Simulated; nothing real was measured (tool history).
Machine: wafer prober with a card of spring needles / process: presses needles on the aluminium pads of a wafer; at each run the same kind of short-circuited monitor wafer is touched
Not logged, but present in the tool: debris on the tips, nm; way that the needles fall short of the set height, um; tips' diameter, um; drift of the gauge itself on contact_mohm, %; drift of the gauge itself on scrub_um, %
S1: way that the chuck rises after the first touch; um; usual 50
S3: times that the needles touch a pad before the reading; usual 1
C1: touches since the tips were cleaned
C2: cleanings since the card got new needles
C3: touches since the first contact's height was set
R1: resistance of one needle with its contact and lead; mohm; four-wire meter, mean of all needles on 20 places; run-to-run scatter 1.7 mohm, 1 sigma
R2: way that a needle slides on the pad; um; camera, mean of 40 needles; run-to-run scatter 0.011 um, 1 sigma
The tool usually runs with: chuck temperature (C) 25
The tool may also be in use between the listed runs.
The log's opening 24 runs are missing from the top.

Run 25, day 6.542: usual settings but S1 38 um, chuck temperature (C) 32; C1 6740; C2 5; C3 44455. Result: R1 190 mohm, R2 4.91 um.
At day 6.675: tips cleaned on abrasive film.
Run 26, day 6.821: usual settings but S1 38 um, chuck temperature (C) 32; C1 887; C2 6; C3 46120. Result: R1 190 mohm, R2 4.92 um.
Run 27, day 7.183: usual settings but S1 38 um, chuck temperature (C) 32; C1 3074; C2 6; C3 48307. Result: R1 184 mohm, R2 4.93 um.
Run 28, day 7.562: usual settings but S1 38 um, chuck temperature (C) 79; C1 5376; C2 6; C3 50609. Result: R1 198 mohm, R2 4.94 um.
Run 29, day 7.854: usual settings but chuck temperature (C) 32; C1 7149; C2 6; C3 52382. Result: R1 175 mohm, R2 6.48 um.
At day 7.921: tips cleaned on abrasive film.
Run 30, day 8.067: usual settings but chuck temperature (C) 32; C1 896; C2 7; C3 53659. Result: R1 181 mohm, R2 6.47 um.
Run 31, day 8.421: usual settings but S1 45 um, chuck temperature (C) 83, S3 2; C1 3032; C2 7; C3 55795. Result: R1 195 mohm, R2 5.83 um.
Run 32, day 8.829: usual settings but S1 45 um, chuck temperature (C) 83, S3 2; C1 5521; C2 7; C3 58284. Result: R1 197 mohm, R2 5.83 um.
Run 33, day 9.142: usual settings but S1 45 um, chuck temperature (C) 83, S3 2; C1 7416; C2 7; C3 60179. Result: R1 192 mohm, R2 5.83 um.
At day 9.171: tips cleaned on abrasive film.
Run 34, day 9.475: usual settings but S1 49 um, chuck temperature (C) 34; C1 1866; C2 8; C3 62185. Result: R1 178 mohm, R2 6.35 um.
Run 35, day 9.792: usual settings but S1 49 um, chuck temperature (C) 122, S3 3; C1 3784; C2 8; C3 64103. Result: R1 201 mohm, R2 6.36 um.
Run 36, day 10.196: usual settings but S1 45 um, chuck temperature (C) 64; C1 6244; C2 8; C3 66563. Result: R1 188 mohm, R2 5.83 um.

What if the next run were any one of these 3? Each begins from the tool's condition after run 36:
At day 10.429: tips cleaned on abrasive film.
Run A, day 10.429: usual settings but S1 45 um, chuck temperature (C) 64, S3 2; C1 0; C2 9; C3 67943. Result: R1 ?, R2 ?.
At day 10.429: tips cleaned on abrasive film.
Run B, day 10.429: usual settings but S1 42 um, chuck temperature (C) 37; C1 0; C2 9; C3 67943. Result: R1 ?, R2 ?.
At day 10.429: tips cleaned on abrasive film.
Run C, day 10.429: usual settings but S1 61 um; C1 0; C2 9; C3 67943. Result: R1 ?, R2 ?.

run   R1    R2
  A  191  5.84
  B  185  5.45
  C  171  7.92
Had the tool no hidden state, the same runs would have come out as:
run   R1    R2
  A  191  5.84
  B  185  5.45
  C  171  7.92

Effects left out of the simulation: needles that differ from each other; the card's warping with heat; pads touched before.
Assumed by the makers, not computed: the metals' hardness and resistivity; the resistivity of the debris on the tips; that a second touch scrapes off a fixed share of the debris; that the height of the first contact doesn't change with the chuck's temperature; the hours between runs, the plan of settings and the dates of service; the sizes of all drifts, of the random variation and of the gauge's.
